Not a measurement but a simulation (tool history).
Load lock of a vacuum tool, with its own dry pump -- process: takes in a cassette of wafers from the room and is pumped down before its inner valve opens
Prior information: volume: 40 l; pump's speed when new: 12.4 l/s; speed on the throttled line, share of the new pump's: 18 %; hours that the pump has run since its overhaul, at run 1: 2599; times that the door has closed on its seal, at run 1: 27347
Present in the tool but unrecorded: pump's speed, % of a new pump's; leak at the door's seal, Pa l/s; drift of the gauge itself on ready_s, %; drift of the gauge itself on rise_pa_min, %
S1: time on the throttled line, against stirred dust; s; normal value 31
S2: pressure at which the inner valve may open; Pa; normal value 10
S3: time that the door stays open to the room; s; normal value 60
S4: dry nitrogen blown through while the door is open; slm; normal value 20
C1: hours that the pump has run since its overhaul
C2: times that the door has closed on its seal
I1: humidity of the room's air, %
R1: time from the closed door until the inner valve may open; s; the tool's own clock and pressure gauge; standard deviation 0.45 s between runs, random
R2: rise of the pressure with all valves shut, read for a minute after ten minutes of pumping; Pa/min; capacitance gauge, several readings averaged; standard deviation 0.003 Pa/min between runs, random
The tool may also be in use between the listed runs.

run 1 day=0.000 | S1=31 S2=10 S3=60 S4=20 | C1=2599 C2=27347 | I1=46.5 | R1=56.0 R2=0.157
run 2 day=8.112 | S1=31 S2=9 S3=60 S4=20 | C1=2794 C2=28064 | I1=46.9 | R1=56.9 R2=0.160
run 3 day=17.392 | S1=31 S2=9 S3=60 S4=20 | C1=3016 C2=28883 | I1=43.3 | R1=57.3 R2=0.161
run 4 day=24.754 | S1=31 S2=9 S3=60 S4=20 | C1=3193 C2=29533 | I1=45.9 | R1=56.6 R2=0.171
run 5 day=31.817 | S1=31 S2=9 S3=60 S4=20 | C1=3362 C2=30157 | I1=41.7 | R1=57.1 R2=0.172
run 6 day=40.962 | S1=31 S2=9 S3=60 S4=20 | C1=3582 C2=30965 | I1=45.5 | R1=57.0 R2=0.182
run 7 day=48.342 | S1=31 S2=9 S3=60 S4=20 | C1=3759 C2=31616 | I1=46.9 | R1=58.1 R2=0.189
run 8 day=52.338 | S1=31 S2=9 S3=60 S4=20 | C1=3855 C2=31969 | I1=47.1 | R1=57.4 R2=0.184
run 9 day=56.317 | S1=31 S2=9 S3=60 S4=20 | C1=3951 C2=32321 | I1=47.6 | R1=58.6 R2=0.192
run 10 day=64.783 | S1=31 S2=9 S3=60 S4=20 | C1=4154 C2=33068 | I1=42.3 | R1=56.9 R2=0.197
run 11 day=69.100 | S1=31 S2=9 S3=177 S4=20 | C1=4257 C2=33450 | I1=41.3 | R1=57.2 R2=0.217
run 12 day=77.217 | S1=31 S2=10 S3=60 S4=20 | C1=4452 C2=34166 | I1=41.9 | R1=57.6 R2=0.199
run 13 day=86.338 | S1=31 S2=10 S3=60 S4=20 | C1=4671 C2=34972 | I1=48.1 | R1=58.2 R2=0.213
run 14 day=92.879 | S1=31 S2=10 S3=26 S4=20 | C1=4828 C2=35549 | I1=46.8 | R1=57.0 R2=0.204
run 15 day=97.688 | S1=31 S2=10 S3=26 S4=20 | C1=4943 C2=35974 | I1=44.4 | R1=56.8 R2=0.212
run 16 day=106.788 | S1=26 S2=19 S3=93 S4=14 | C1=5162 C2=36778 | I1=45.4 | R1=50.7 R2=0.239
run 17 day=112.096 | S1=31 S2=10 S3=60 S4=14 | C1=5289 C2=37246 | I1=44.2 | R1=57.9 R2=0.231
run 18 day=119.229 | S1=36 S2=10 S3=60 S4=20 | C1=5460 C2=37876 | I1=45.7 | R1=61.4 R2=0.236
run 19 day=128.908 | S1=29 S2=10 S3=60 S4=23 | C1=5693 C2=38731 | I1=48.4 | R1=56.2 R2=0.238
run 20 day=135.788 | S1=21 S2=14 S3=156 S4=19 | C1=5858 C2=39339 | I1=45.3 | R1=48.7 R2=0.255
run 21 day=142.121 | S1=17 S2=16 S3=31 S4=27 | C1=6010 C2=39898 | I1=43.4 | R1=45.3 R2=0.247
run 22 day=147.504 | S1=17 S2=17 S3=31 S4=27 | C1=6139 C2=40373 | I1=45.6 | R1=45.3 R2=0.247
run 23 day=151.717 | S1=43 S2=17 S3=31 S4=4 | C1=6240 C2=40745 | I1=43.8 | R1=66.3 R2=0.275
run 24 day=157.908 | S1=31 S2=9 S3=60 S4=20 | C1=6389 C2=41292 | I1=45.9 | R1=59.1 R2=0.264
run 25 day=164.542 | S1=31 S2=9 S3=60 S4=20 | C1=6548 C2=41878 | I1=45.9 | R1=58.3 R2=0.267
run 26 day=170.433 | S1=27 S2=10 S3=29 S4=6 | C1=6689 C2=42398 | I1=45.3 | R1=56.1 R2=0.283
run 27 day=177.812 | S1=31 S2=10 S3=85 S4=20 | C1=6866 C2=43050 | I1=45.4 | R1=58.8 R2=0.281
run 28 day=187.421 | S1=21 S2=10 S3=119 S4=36 | C1=7097 C2=43898 | I1=45.8 | R1=51.3 R2=0.288
run 29 day=191.583 | S1=31 S2=7 S3=226 S4=20 | C1=7197 C2=44266 | I1=47.4 | R1=59.8 R2=0.311

Alternative continuations, all from the tool just after run 29; predict every row:
run A day=200.804 | S1=24 S2=7 S3=67 S4=31 | C1=7418 C2=45080 | I1=46.3 | R1=? R2=?
run B day=200.804 | S1=52 S2=13 S3=57 S4=20 | C1=7418 C2=45080 | I1=44.8 | R1=? R2=?
run C day=200.804 | S1=60 S2=10 S3=226 S4=20 | C1=7418 C2=45080 | I1=49.8 | R1=? R2=?
run D day=200.804 | S1=34 S2=10 S3=74 S4=20 | C1=7418 C2=45080 | I1=43.6 | R1=? R2=?

run=A R1=55.6 R2=0.289
run=B R1=74.8 R2=0.297
run=C R1=82.1 R2=0.321
run=D R1=61.8 R2=0.291
With the hidden condition removed and each run's random variation left untouched, the same runs would have given:
run=A R1=51.1 R2=0.023
run=B R1=71.5 R2=0.027
run=C R1=78.9 R2=0.048
run=D R1=57.8 R2=0.028
